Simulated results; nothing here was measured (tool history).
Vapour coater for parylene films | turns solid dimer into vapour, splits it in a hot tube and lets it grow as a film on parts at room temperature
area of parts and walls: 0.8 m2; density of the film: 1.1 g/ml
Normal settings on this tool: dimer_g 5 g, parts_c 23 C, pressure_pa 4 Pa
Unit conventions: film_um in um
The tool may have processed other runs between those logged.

run	hour	dimer_g	parts_c	pressure_pa	film_um
1	0	5	23	4	3.55
2	13.6	5	23	4	3.53
3	29.2	5	23	4	3.51
4	42.1	5	23	4	3.51
5	53.9	5	23	4	3.51
6	63.4	5	23	4	3.45
7	79.9	5	23	4	3.53
8	92.4	5	23	4	3.5
9	101.4	5	23	4	3.49
10	114.4	5	23	7.35	3.1
11	125.3	5	23	4	3.6
12	132.8	5	23	5.38	3.3
13	145.1	5	23	5.38	3.29
14	159	2	32	7.89	0.85
15	173	2	32	7.89	0.83
16	190.1	3	30	4	1.58
17	197	3	30	4	1.63
18	210.5	2	30	3.92	1.06
19	219	7	23	10.15	4.1
20	233.1	7	23	10.15	4.09
21	240.8	3	19	3.14	2.6
22	254.3	5	34	10.41	1.91

What does the tool deliver on the next run?
23	262.4	5	34	10.41	?

{"run 23": {"film_um": 1.9}}
The same run, on a tool lacking any hidden state, would have yielded film_um 1.91 um.
